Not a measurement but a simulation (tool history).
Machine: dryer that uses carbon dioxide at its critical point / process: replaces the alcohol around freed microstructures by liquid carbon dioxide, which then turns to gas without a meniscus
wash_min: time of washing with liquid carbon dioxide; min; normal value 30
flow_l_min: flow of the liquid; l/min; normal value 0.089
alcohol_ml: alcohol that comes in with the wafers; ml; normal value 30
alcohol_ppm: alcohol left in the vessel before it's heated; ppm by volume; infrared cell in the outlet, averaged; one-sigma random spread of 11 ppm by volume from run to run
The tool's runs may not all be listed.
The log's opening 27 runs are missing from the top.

run   hour  wash_min  flow_l_min  alcohol_ml  alcohol_ppm
 28  511.6        38        0.08          25          530
     521.3  -- inlet filter changed
 29  524.9        21      0.1454          30          517
       532  -- purifier's bed changed
 30  551.6        30      0.0778          44         1741
 31  576.5        30      0.0778          44         1723
 32  599.1        30      0.1473          59          105
 33  616.6        30      0.1473          59          103
 34  643.7        20       0.089          87         9305
 35  666.9        30      0.0969          54          953
 36  686.3        47      0.1328          70           30
 37  715.2        35      0.0547          29         2374
 38  728.5        28      0.0547          72        11452
 39  756.5        42      0.0619          47         1325
 40  782.4        42      0.0619          47         1403
 41  796.4        30      0.0914          30          784

Forecast run 42:
 42  817.4        30      0.0914          30            ?

Run 42 yielded alcohol_ppm 762 ppm by volume.
With no hidden state in the tool, this same run would have given alcohol_ppm 565 ppm by volume.

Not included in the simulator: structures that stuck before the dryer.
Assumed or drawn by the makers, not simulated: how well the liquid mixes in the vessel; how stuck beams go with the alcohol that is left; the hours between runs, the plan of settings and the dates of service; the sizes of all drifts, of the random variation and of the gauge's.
